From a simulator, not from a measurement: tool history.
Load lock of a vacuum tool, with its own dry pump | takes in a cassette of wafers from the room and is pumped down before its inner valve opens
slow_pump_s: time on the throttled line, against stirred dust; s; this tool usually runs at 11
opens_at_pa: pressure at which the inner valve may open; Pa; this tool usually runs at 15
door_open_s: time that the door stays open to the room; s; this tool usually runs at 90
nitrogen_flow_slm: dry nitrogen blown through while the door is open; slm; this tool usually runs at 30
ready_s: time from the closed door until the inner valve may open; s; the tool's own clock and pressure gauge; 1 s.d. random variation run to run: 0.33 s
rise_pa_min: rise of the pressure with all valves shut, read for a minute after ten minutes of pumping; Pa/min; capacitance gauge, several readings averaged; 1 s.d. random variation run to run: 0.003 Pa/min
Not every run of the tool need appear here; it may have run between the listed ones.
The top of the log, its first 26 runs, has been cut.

| run | hour | slow_pump_s | opens_at_pa | door_open_s | nitrogen_flow_slm | hours that the pump has run since its overhaul | times that the door has closed on its seal | incoming humidity of the room's air, % | ready_s | rise_pa_min |
|---|---|---|---|---|---|---|---|---|---|---|
| 27 | 12412.3 | 13 | 29 | 154 | 8 | 12412 | 30732 | 44.7 | 25.0 | 0.413 |
|  | 12627.2 | door's seal changed, seat wiped |
| 28 | 12965.1 | 13 | 29 | 154 | 8 | 12964 | 836 | 43.9 | 25.3 | 0.114 |
| 29 | 13643.1 | 10 | 29 | 154 | 8 | 13642 | 2515 | 44.3 | 23.0 | 0.123 |
| 30 | 14052.8 | 10 | 29 | 154 | 8 | 14051 | 3529 | 48.5 | 23.1 | 0.131 |
| 31 | 14522.7 | 10 | 15 | 90 | 45 | 14521 | 4693 | 44.6 | 24.2 | 0.064 |
| 32 | 14947.2 | 8 | 28 | 41 | 45 | 14946 | 5744 | 43.1 | 21.7 | 0.054 |
| 33 | 15373.1 | 8 | 28 | 41 | 45 | 15372 | 6799 | 45.0 | 22.4 | 0.061 |
| 34 | 15883.9 | 9 | 10 | 90 | 7 | 15882 | 8063 | 44.6 | 24.5 | 0.137 |
| 35 | 16255.2 | 9 | 18 | 90 | 12 | 16254 | 8983 | 46.4 | 23.6 | 0.132 |
| 36 | 16847.9 | 13 | 24 | 90 | 30 | 16846 | 10450 | 48.1 | 26.3 | 0.112 |
| 37 | 17511.3 | 13 | 24 | 90 | 30 | 17510 | 12093 | 43.9 | 26.1 | 0.119 |
| 38 | 17923.9 | 11 | 21 | 90 | 30 | 17922 | 13114 | 47.5 | 24.7 | 0.134 |

What if the next run were any one of these 3? Each begins from the tool's condition after run 38:
| A | 18499.5 | 11 | 21 | 90 | 20 | 18498 | 14539 | 47.3 | ? | ? |
| B | 18499.5 | 11 | 15 | 90 | 8 | 18498 | 14539 | 42.3 | ? | ? |
| C | 18499.5 | 11 | 18 | 90 | 30 | 18498 | 14539 | 47.0 | ? | ? |

| run | ready_s | rise_pa_min |
|---|---|---|
| A | 25.6 | 0.162 |
| B | 26.1 | 0.178 |
| C | 25.4 | 0.146 |
With the hidden condition removed and each run's random variation left untouched, the same runs would have given:
| run | ready_s | rise_pa_min |
|---|---|---|
| A | 22.4 | 0.070 |
| B | 22.8 | 0.089 |
| C | 22.1 | 0.054 |
